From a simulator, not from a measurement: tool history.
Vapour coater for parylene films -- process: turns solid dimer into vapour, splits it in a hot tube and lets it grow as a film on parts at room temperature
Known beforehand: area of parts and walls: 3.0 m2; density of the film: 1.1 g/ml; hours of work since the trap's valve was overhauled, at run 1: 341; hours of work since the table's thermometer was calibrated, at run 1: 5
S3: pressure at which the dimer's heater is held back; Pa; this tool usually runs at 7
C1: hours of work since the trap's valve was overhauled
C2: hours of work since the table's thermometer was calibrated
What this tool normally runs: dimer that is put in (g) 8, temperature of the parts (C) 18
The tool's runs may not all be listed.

Run 1, hour 0: usual settings; C1 341; C2 5. Result: thickness of the film (µm) 1.773.
Run 2, hour 10.5: usual settings; C1 347; C2 11. Result: thickness of the film (µm) 1.772.
Run 3, hour 24.7: usual settings; C1 355; C2 19. Result: thickness of the film (µm) 1.767.
Run 4, hour 34.8: usual settings; C1 361; C2 25. Result: thickness of the film (µm) 1.768.
Run 5, hour 56.2: usual settings; C1 373; C2 37. Result: thickness of the film (µm) 1.755.
Run 6, hour 71.8: usual settings but dimer that is put in (g) 12; C1 382; C2 46. Result: thickness of the film (µm) 2.638.
Run 7, hour 95.4: usual settings but dimer that is put in (g) 12; C1 395; C2 59. Result: thickness of the film (µm) 2.631.
Run 8, hour 105.6: usual settings; C1 401; C2 65. Result: thickness of the film (µm) 1.751.
Run 9, hour 123.6: usual settings; C1 412; C2 76. Result: thickness of the film (µm) 1.748.
Run 10, hour 138.8: usual settings; C1 420; C2 84. Result: thickness of the film (µm) 1.756.
Run 11, hour 161.7: usual settings; C1 434; C2 98. Result: thickness of the film (µm) 1.758.
Run 12, hour 177.5: usual settings but dimer that is put in (g) 3, temperature of the parts (C) 13, S3 5.2 Pa; C1 443; C2 107. Result: thickness of the film (µm) 0.858.
Run 13, hour 197.9: usual settings but dimer that is put in (g) 3, temperature of the parts (C) 22, S3 5.2 Pa; C1 454; C2 118. Result: thickness of the film (µm) 0.543.
Run 14, hour 215.4: usual settings but dimer that is put in (g) 3, temperature of the parts (C) 22, S3 5.2 Pa; C1 464; C2 128. Result: thickness of the film (µm) 0.551.
Run 15, hour 228.3: usual settings but dimer that is put in (g) 9, temperature of the parts (C) 30; C1 472; C2 136. Result: thickness of the film (µm) 1.092.
Run 16, hour 238.2: usual settings but dimer that is put in (g) 5, temperature of the parts (C) 21, S3 4.87 Pa; C1 477; C2 141. Result: thickness of the film (µm) 0.961.
Run 17, hour 262.2: usual settings but dimer that is put in (g) 4, S3 6.17 Pa; C1 491; C2 155. Result: thickness of the film (µm) 0.876.
Run 18, hour 283.7: usual settings but dimer that is put in (g) 5, temperature of the parts (C) 14, S3 4.93 Pa; C1 504; C2 168. Result: thickness of the film (µm) 1.345.
Run 19, hour 295.7: usual settings but temperature of the parts (C) 27; C1 510; C2 174. Result: thickness of the film (µm) 1.131.

For run 20, what comes out?
At hour 300.9: trap's valve overhauled.
Run 20, hour 316.5: usual settings but dimer that is put in (g) 7, temperature of the parts (C) 17; C1 9; C2 184. Result: thickness of the film (µm) ?.

thickness of the film (µm): 1.593
Without the tool's hidden state the same run would have given thickness of the film (µm) 1.624.

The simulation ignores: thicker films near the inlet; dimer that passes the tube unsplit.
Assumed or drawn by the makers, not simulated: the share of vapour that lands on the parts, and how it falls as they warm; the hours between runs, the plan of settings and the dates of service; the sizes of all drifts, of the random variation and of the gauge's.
